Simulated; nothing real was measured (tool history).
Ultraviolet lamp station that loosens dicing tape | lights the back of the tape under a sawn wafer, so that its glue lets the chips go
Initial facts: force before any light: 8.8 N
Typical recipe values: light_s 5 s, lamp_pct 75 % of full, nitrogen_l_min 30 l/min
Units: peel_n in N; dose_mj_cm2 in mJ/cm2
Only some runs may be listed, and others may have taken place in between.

Run 1, hour 0.0: usual settings. Result: peel_n 1.073 N, dose_mj_cm2 534 mJ/cm2.
Run 2, hour 71.7: usual settings. Result: peel_n 1.060 N, dose_mj_cm2 528 mJ/cm2.
Run 3, hour 126.5: usual settings. Result: peel_n 1.078 N, dose_mj_cm2 531 mJ/cm2.
At hour 158.4: window cleaned of glue's vapour.
Run 4, hour 187.2: usual settings. Result: peel_n 1.037 N, dose_mj_cm2 531 mJ/cm2.
Run 5, hour 244.0: usual settings. Result: peel_n 1.049 N, dose_mj_cm2 534 mJ/cm2.
Run 6, hour 290.6: usual settings. Result: peel_n 1.075 N, dose_mj_cm2 533 mJ/cm2.
Run 7, hour 355.0: usual settings. Result: peel_n 1.068 N, dose_mj_cm2 535 mJ/cm2.
Run 8, hour 413.9: usual settings. Result: peel_n 1.071 N, dose_mj_cm2 529 mJ/cm2.
Run 9, hour 475.2: usual settings. Result: peel_n 1.076 N, dose_mj_cm2 533 mJ/cm2.
Run 10, hour 568.5: usual settings but lamp_pct 77 % of full. Result: peel_n 0.984 N, dose_mj_cm2 544 mJ/cm2.
Run 11, hour 617.2: usual settings but lamp_pct 77 % of full. Result: peel_n 0.958 N, dose_mj_cm2 550 mJ/cm2.
At hour 659.3: window cleaned of glue's vapour.
Run 12, hour 677.7: usual settings but nitrogen_l_min 40 l/min. Result: peel_n 0.903 N, dose_mj_cm2 529 mJ/cm2.
Run 13, hour 727.5: usual settings but lamp_pct 79 % of full. Result: peel_n 0.934 N, dose_mj_cm2 563 mJ/cm2.
Run 14, hour 774.6: usual settings. Result: peel_n 1.030 N, dose_mj_cm2 529 mJ/cm2.
Run 15, hour 849.1: usual settings. Result: peel_n 1.056 N, dose_mj_cm2 529 mJ/cm2.
Run 16, hour 938.8: usual settings. Result: peel_n 1.113 N, dose_mj_cm2 535 mJ/cm2.
Run 17, hour 1008.4: usual settings but lamp_pct 61 % of full. Result: peel_n 1.532 N, dose_mj_cm2 431 mJ/cm2.
Run 18, hour 1094.7: usual settings. Result: peel_n 1.052 N, dose_mj_cm2 535 mJ/cm2.
Run 19, hour 1151.2: usual settings. Result: peel_n 1.079 N, dose_mj_cm2 525 mJ/cm2.
At hour 1156.4: window cleaned of glue's vapour.
Run 20, hour 1212.3: usual settings. Result: peel_n 1.073 N, dose_mj_cm2 535 mJ/cm2.
Run 21, hour 1274.2: usual settings. Result: peel_n 1.039 N, dose_mj_cm2 532 mJ/cm2.
Run 22, hour 1318.9: usual settings but nitrogen_l_min 44 l/min. Result: peel_n 0.886 N, dose_mj_cm2 525 mJ/cm2.
Run 23, hour 1411.4: usual settings but nitrogen_l_min 44 l/min. Result: peel_n 0.893 N, dose_mj_cm2 530 mJ/cm2.
Run 24, hour 1463.1: usual settings but nitrogen_l_min 44 l/min. Result: peel_n 0.863 N, dose_mj_cm2 530 mJ/cm2.
Run 25, hour 1542.4: usual settings but light_s 9 s, nitrogen_l_min 10 l/min. Result: peel_n 0.618 N, dose_mj_cm2 955 mJ/cm2.
At hour 1567.8: lamp changed.
Run 26, hour 1636.6: usual settings but light_s 9 s, nitrogen_l_min 10 l/min. Result: peel_n 0.619 N, dose_mj_cm2 948 mJ/cm2.
At hour 1656.4: window cleaned of glue's vapour.
Run 27, hour 1699.9: usual settings but light_s 9 s, nitrogen_l_min 10 l/min. Result: peel_n 0.589 N, dose_mj_cm2 954 mJ/cm2.
Run 28, hour 1782.5: usual settings but light_s 9 s, nitrogen_l_min 10 l/min. Result: peel_n 0.607 N, dose_mj_cm2 956 mJ/cm2.
Run 29, hour 1842.7: usual settings but light_s 4 s, nitrogen_l_min 36 l/min. Result: peel_n 1.430 N, dose_mj_cm2 421 mJ/cm2.
Run 30, hour 1902.0: usual settings but light_s 3 s, lamp_pct 97 % of full. Result: peel_n 1.623 N, dose_mj_cm2 417 mJ/cm2.
Run 31, hour 1988.6: usual settings but light_s 9 s, lamp_pct 77 % of full, nitrogen_l_min 17 l/min. Result: peel_n 0.403 N, dose_mj_cm2 974 mJ/cm2.
Run 32, hour 2076.0: usual settings but light_s 3 s, lamp_pct 97 % of full, nitrogen_l_min 12 l/min. Result: peel_n 2.518 N, dose_mj_cm2 410 mJ/cm2.
At hour 2153.1: window cleaned of glue's vapour.
Run 33, hour 2153.1: usual settings but light_s 3 s, lamp_pct 86 % of full, nitrogen_l_min 12 l/min. Result: peel_n 2.813 N, dose_mj_cm2 365 mJ/cm2.
Run 34, hour 2241.7: usual settings but lamp_pct 96 % of full, nitrogen_l_min 46 l/min. Result: peel_n 0.510 N, dose_mj_cm2 678 mJ/cm2.
Run 35, hour 2311.9: usual settings but light_s 9 s, lamp_pct 77 % of full, nitrogen_l_min 9 l/min. Result: peel_n 0.632 N, dose_mj_cm2 991 mJ/cm2.
Run 36, hour 2360.2: usual settings but light_s 3 s, lamp_pct 61 % of full, nitrogen_l_min 33 l/min. Result: peel_n 3.020 N, dose_mj_cm2 258 mJ/cm2.
Run 37, hour 2413.9: usual settings but light_s 7 s, lamp_pct 73 % of full, nitrogen_l_min 33 l/min. Result: peel_n 0.524 N, dose_mj_cm2 721 mJ/cm2.
Run 38, hour 2488.7: usual settings but light_s 3 s, nitrogen_l_min 17 l/min. Result: peel_n 2.934 N, dose_mj_cm2 321 mJ/cm2.
Run 39, hour 2541.4: usual settings but light_s 3 s, nitrogen_l_min 17 l/min. Result: peel_n 2.906 N, dose_mj_cm2 318 mJ/cm2.
Run 40, hour 2584.8: usual settings but light_s 3 s, nitrogen_l_min 50 l/min. Result: peel_n 2.094 N, dose_mj_cm2 318 mJ/cm2.
At hour 2648.1: window cleaned of glue's vapour.
Run 41, hour 2675.9: usual settings but lamp_pct 88 % of full, nitrogen_l_min 49 l/min. Result: peel_n 0.583 N, dose_mj_cm2 615 mJ/cm2.
Run 42, hour 2743.1: usual settings but lamp_pct 65 % of full, nitrogen_l_min 10 l/min. Result: peel_n 2.298 N, dose_mj_cm2 462 mJ/cm2.

Branching from run 42: 5 alternative next runs. What would each branch give?
Run A, hour 2787.7: usual settings but lamp_pct 99 % of full, nitrogen_l_min 53 l/min. Result: peel_n ?, dose_mj_cm2 ?.
Run B, hour 2787.7: usual settings but light_s 4 s, lamp_pct 65 % of full, nitrogen_l_min 10 l/min. Result: peel_n ?, dose_mj_cm2 ?.
Run C, hour 2787.7: usual settings but light_s 7 s, lamp_pct 65 % of full, nitrogen_l_min 15 l/min. Result: peel_n ?, dose_mj_cm2 ?.
Run D, hour 2787.7: usual settings but lamp_pct 92 % of full, nitrogen_l_min 49 l/min. Result: peel_n ?, dose_mj_cm2 ?.
Run E, hour 2787.7: usual settings but light_s 4 s, lamp_pct 91 % of full, nitrogen_l_min 21 l/min. Result: peel_n ?, dose_mj_cm2 ?.

run  peel_n  dose_mj_cm2
  A   0.433          705
  B   2.973          366
  C   1.111          649
  D   0.555          654
  E   1.327          518
Take away the tool's hidden state, keep each run's random variation, and the runs would have read:
run  peel_n  dose_mj_cm2
  A   0.432          706
  B   2.967          367
  C   1.108          651
  D   0.553          655
  E   1.323          519
